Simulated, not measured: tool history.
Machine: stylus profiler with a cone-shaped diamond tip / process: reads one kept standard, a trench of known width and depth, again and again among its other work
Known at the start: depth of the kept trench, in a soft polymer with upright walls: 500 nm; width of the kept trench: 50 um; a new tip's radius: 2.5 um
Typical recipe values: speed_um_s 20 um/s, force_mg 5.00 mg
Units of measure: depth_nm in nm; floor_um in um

Run 1, day 0.000: usual settings. Result: depth_nm 513.28 nm, floor_um 46.97 um.
Run 2, day 0.721: usual settings. Result: depth_nm 513.55 nm, floor_um 47.01 um.
Run 3, day 1.562: usual settings. Result: depth_nm 513.65 nm, floor_um 46.98 um.
Run 4, day 1.983: usual settings. Result: depth_nm 513.50 nm, floor_um 46.96 um.
Run 5, day 2.533: usual settings but speed_um_s 27 um/s. Result: depth_nm 513.69 nm, floor_um 46.93 um.
Run 6, day 2.958: usual settings but speed_um_s 10 um/s. Result: depth_nm 513.49 nm, floor_um 46.94 um.
Run 7, day 3.417: usual settings but speed_um_s 33 um/s. Result: depth_nm 513.68 nm, floor_um 46.96 um.
Run 8, day 3.825: usual settings but speed_um_s 11 um/s. Result: depth_nm 513.58 nm, floor_um 46.97 um.
Run 9, day 4.246: usual settings but speed_um_s 11 um/s. Result: depth_nm 513.82 nm, floor_um 46.97 um.
Run 10, day 4.683: usual settings. Result: depth_nm 513.72 nm, floor_um 46.97 um.
Run 11, day 5.554: usual settings. Result: depth_nm 513.85 nm, floor_um 46.97 um.
Run 12, day 6.008: usual settings but speed_um_s 11 um/s. Result: depth_nm 513.60 nm, floor_um 46.99 um.
Run 13, day 6.408: usual settings. Result: depth_nm 513.53 nm, floor_um 46.99 um.
Run 14, day 6.925: usual settings. Result: depth_nm 514.02 nm, floor_um 46.92 um.
Run 15, day 7.729: usual settings. Result: depth_nm 513.81 nm, floor_um 46.94 um.
Run 16, day 8.421: usual settings. Result: depth_nm 513.66 nm, floor_um 46.91 um.
Run 17, day 8.879: usual settings but speed_um_s 15 um/s. Result: depth_nm 513.84 nm, floor_um 46.96 um.
Run 18, day 9.392: usual settings. Result: depth_nm 513.74 nm, floor_um 46.90 um.
Run 19, day 10.275: usual settings but force_mg 11.42 mg. Result: depth_nm 523.41 nm, floor_um 46.98 um.
Run 20, day 10.696: usual settings but force_mg 11.42 mg. Result: depth_nm 523.62 nm, floor_um 46.96 um.
Run 21, day 11.304: usual settings but force_mg 11.42 mg. Result: depth_nm 523.86 nm, floor_um 46.93 um.
Run 22, day 11.954: usual settings but speed_um_s 29 um/s, force_mg 4.82 mg. Result: depth_nm 513.79 nm, floor_um 46.88 um.
At day 12.025: height scale calibrated on a step standard.
Run 23, day 12.342: usual settings but speed_um_s 29 um/s, force_mg 4.82 mg. Result: depth_nm 514.01 nm, floor_um 46.89 um.
Run 24, day 13.079: usual settings but speed_um_s 16 um/s, force_mg 13.36 mg. Result: depth_nm 526.60 nm, floor_um 46.97 um.
Run 25, day 13.625: usual settings but speed_um_s 16 um/s, force_mg 13.36 mg. Result: depth_nm 526.46 nm, floor_um 46.89 um.
Run 26, day 14.450: usual settings but speed_um_s 16 um/s, force_mg 13.36 mg. Result: depth_nm 526.67 nm, floor_um 46.94 um.
Run 27, day 15.192: usual settings but speed_um_s 26 um/s, force_mg 11.03 mg. Result: depth_nm 523.49 nm, floor_um 46.88 um.
Run 28, day 16.067: usual settings but speed_um_s 34 um/s, force_mg 2.83 mg. Result: depth_nm 509.94 nm, floor_um 46.88 um.
Run 29, day 16.450: usual settings but speed_um_s 63 um/s, force_mg 5.09 mg. Result: depth_nm 514.49 nm, floor_um 46.85 um.
Run 30, day 17.208: usual settings but speed_um_s 63 um/s, force_mg 5.09 mg. Result: depth_nm 514.68 nm, floor_um 46.82 um.
At day 17.362: height scale calibrated on a step standard, once more.
Run 31, day 18.012: usual settings but speed_um_s 63 um/s, force_mg 5.09 mg. Result: depth_nm 513.04 nm, floor_um 46.81 um.
Run 32, day 18.754: usual settings but speed_um_s 8 um/s, force_mg 5.58 mg. Result: depth_nm 514.12 nm, floor_um 46.92 um.
Run 33, day 19.154: usual settings but speed_um_s 7 um/s, force_mg 1.87 mg. Result: depth_nm 506.69 nm, floor_um 46.91 um.
Run 34, day 19.779: usual settings but speed_um_s 6 um/s, force_mg 10.49 mg. Result: depth_nm 521.83 nm, floor_um 46.93 um.
Run 35, day 20.167: usual settings but speed_um_s 18 um/s, force_mg 4.74 mg. Result: depth_nm 512.63 nm, floor_um 46.91 um.
Run 36, day 20.767: usual settings but speed_um_s 18 um/s, force_mg 4.74 mg. Result: depth_nm 512.66 nm, floor_um 46.91 um.
Run 37, day 21.458: usual settings but speed_um_s 18 um/s, force_mg 4.74 mg. Result: depth_nm 512.80 nm, floor_um 46.89 um.
Run 38, day 22.183: usual settings but speed_um_s 10 um/s, force_mg 2.31 mg. Result: depth_nm 508.13 nm, floor_um 46.96 um.
Run 39, day 22.908: usual settings but speed_um_s 53 um/s, force_mg 2.14 mg. Result: depth_nm 507.36 nm, floor_um 46.75 um.
Run 40, day 23.542: usual settings but force_mg 2.11 mg. Result: depth_nm 507.38 nm, floor_um 46.90 um.
Run 41, day 24.225: usual settings but force_mg 2.11 mg. Result: depth_nm 507.34 nm, floor_um 46.87 um.
Run 42, day 25.062: usual settings but force_mg 2.11 mg. Result: depth_nm 507.51 nm, floor_um 46.85 um.

Predict each of these 4 candidate next runs independently; none follows another, all start after run 42:
Run A, day 25.675: usual settings but speed_um_s 62 um/s, force_mg 10.23 mg. Result: depth_nm ?, floor_um ?.
Run B, day 25.675: usual settings but speed_um_s 9 um/s. Result: depth_nm ?, floor_um ?.
Run C, day 25.675: usual settings but speed_um_s 6 um/s, force_mg 4.52 mg. Result: depth_nm ?, floor_um ?.
Run D, day 25.675: usual settings but speed_um_s 12 um/s, force_mg 2.07 mg. Result: depth_nm ?, floor_um ?.

run  depth_nm  floor_um
  A    521.48     46.83
  B    513.23     46.90
  C    512.06     46.97
  D    507.69     46.85
With no hidden state in the tool, these same runs would have given:
run  depth_nm  floor_um
  A    521.34     46.90
  B    513.08     46.97
  C    511.92     47.04
  D    507.55     46.93
